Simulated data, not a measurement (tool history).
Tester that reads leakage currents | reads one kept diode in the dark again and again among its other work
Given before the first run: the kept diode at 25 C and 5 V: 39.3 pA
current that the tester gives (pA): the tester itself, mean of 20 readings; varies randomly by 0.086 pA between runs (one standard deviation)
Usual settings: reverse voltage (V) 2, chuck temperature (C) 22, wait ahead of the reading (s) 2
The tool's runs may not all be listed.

run     day  reverse voltage (V)  chuck temperature (C)  wait ahead of the reading (s)  current that the tester gives (pA)
  1       0                    2                     22                              2                               26.48
  2   1.579                16.81                     22                              2                               66.97
  3   3.471                16.81                     22                              2                               66.85
  4   4.358                16.81                     22                              2                               67.25
  5   5.642                16.81                     31                              2                              114.29
  6   7.425                16.81                     31                           1.32                              114.84
  7   8.308                    2                     22                              2                               26.74
  8   9.525                    2                     22                              2                               26.63
  9  10.567                    2                     22                              2                               26.81
 10  11.858                    2                     22                              2                               26.88
 11  13.879                    2                     22                              2                               27.18
 12  14.729                    2                     22                              2                               26.84
 13  16.104                 3.25                     22                              2                               32.71
 14  17.333                 3.25                     22                              2                               32.97
 15  19.129                 3.25                     22                              2                               32.67
 16  21.129                 3.25                     22                              2                               33.06
 17  22.562                 3.25                     22                              2                               33.11
 18  23.725                 3.25                     22                              2                               33.08
 19  25.208                 3.25                     22                              2                               33.36
 20  26.892                 3.25                     22                              2                               33.15
 21  28.521                    2                     22                           2.82                               27.27
 22  29.446                 3.47                     22                           8.77                               33.89
 23  31.308                13.75                     38                            2.8                              165.11
 24  32.238                    2                     21                           0.53                               25.96
 25  33.729                    2                     21                           0.53                                26.1
 26  35.762                18.08                     22                           2.46                               75.37
      35.95  -- tester calibrated
 27  36.842                18.08                     22                           2.46                               75.75
 28  38.279                 6.21                     58                           0.78                               416.5
 29  40.004                    2                     22                           1.45                               27.76
 30   41.85                    2                     40                           0.54                               92.93
 31  43.467                    2                     25                           0.54                               34.58
     44.167  -- tester calibrated, once more
 32  44.475                15.52                     36                           2.96                               155.5
     44.942  -- chuck's temperature calibrated
 33    45.9                    2                     38                           5.74                               76.02
 34  47.138                    2                     38                           5.74                               75.96
 35  48.083                10.46                     56                           0.46                              424.33
 36  49.542                 14.7                     22                           3.21                               66.19
 37  50.925                 2.64                     38                           2.08                               84.76
 38  52.383                 6.03                     38                           2.08                              115.77
 39  53.396                 6.03                     38                           2.08                              115.25
 40  54.862                 6.03                     57                           8.93                              368.46

Same runs, no hidden state in the tool, same run-to-run variation:
What the log doesn't record here: stray current of the dirty probe card, pA a volt; current scale over the true one, %; true chuck temperature over the reading, C; drift of the gauge itself on leakage_pa, %.
run  current that the tester gives (pA)
  1                               23.24
  2                                48.5
  3                               48.17
  4                               48.34
  5                                92.6
  6                               92.88
  7                               23.27
  8                               23.14
  9                               23.27
 10                                23.3
 11                               23.53
 12                               23.19
 13                               27.41
 14                               27.59
 15                               27.28
 16                               27.54
 17                               27.55
 18                               27.47
 19                               27.67
 20                               27.42
 21                               23.25
 22                               27.78
 23                              139.41
 24                               21.95
 25                               22.03
 26                               49.26
 27                               49.31
 28                               384.7
 29                               23.37
 30                               84.42
 31                               29.65
 32                              126.58
 33                               72.93
 34                               72.82
 35                              407.78
 36                               45.72
 37                               80.51
 38                              106.48
 39                              105.92
 40                               357.2
